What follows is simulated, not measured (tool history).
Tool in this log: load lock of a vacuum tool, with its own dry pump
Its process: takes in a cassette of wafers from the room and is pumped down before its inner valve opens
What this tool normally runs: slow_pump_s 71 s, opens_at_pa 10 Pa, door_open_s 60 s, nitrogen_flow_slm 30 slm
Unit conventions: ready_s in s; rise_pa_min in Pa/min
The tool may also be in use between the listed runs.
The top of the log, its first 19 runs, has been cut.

run,hour,slow_pump_s,opens_at_pa,door_open_s,nitrogen_flow_slm,"incoming humidity of the room's air, %",ready_s,rise_pa_min
20,8036,74,11,77,7,42.6,133.9,0.115
21,8379.3,51,16,190,21,47.3,114.7,0.122
22,8742.2,51,16,96,21,46.2,114,0.12
23,9160.3,71,10,60,7,41.4,133.5,0.123
24,9454.5,71,10,60,7,46.1,133.5,0.126
25,9902.9,138,10,114,5,46,179,0.148
26,10179.3,68,15,69,11,46.2,128,0.135
27,10417.8,42,15,69,7,48.2,110.3,0.134
28,10875.3,44,10,218,30,43.9,115.7,0.137
29,11115.6,57,8,173,21,47.2,127.3,0.153
30,11517.8,90,12,160,22,46.8,145,0.147
31,11769.6,71,10,175,15,43.5,135.5,0.152
32,12228.9,71,10,175,15,46.4,135.1,0.168
33,12477.7,71,10,175,15,45.7,135.4,0.166
34,12817.2,71,10,175,15,48.4,135.2,0.175
# hour 13306: dry pump taken out, an overhauled one fitted
35,13351,71,16,60,30,44.5,124.1,0.151
36,13821.3,71,16,60,30,44.9,123.9,0.155
37,14291.6,71,14,111,8,39.4,124.5,0.186

Forecast each of these 4 alternatives for the next run:
A,14696.2,71,14,61,12,44.5,?,?
B,14696.2,135,10,60,30,46.6,?,?
C,14696.2,71,19,111,43,49,?,?
D,14696.2,119,10,60,30,44.3,?,?

run,ready_s,rise_pa_min
A,125.2,0.183
B,174,0.164
C,122.8,0.17
D,161.6,0.164
The same runs, with their run-to-run variation unchanged, on a tool lacking any hidden condition would have given:
run,ready_s,rise_pa_min
A,123.9,0.05
B,173,0.033
C,121.5,0.037
D,160.4,0.031
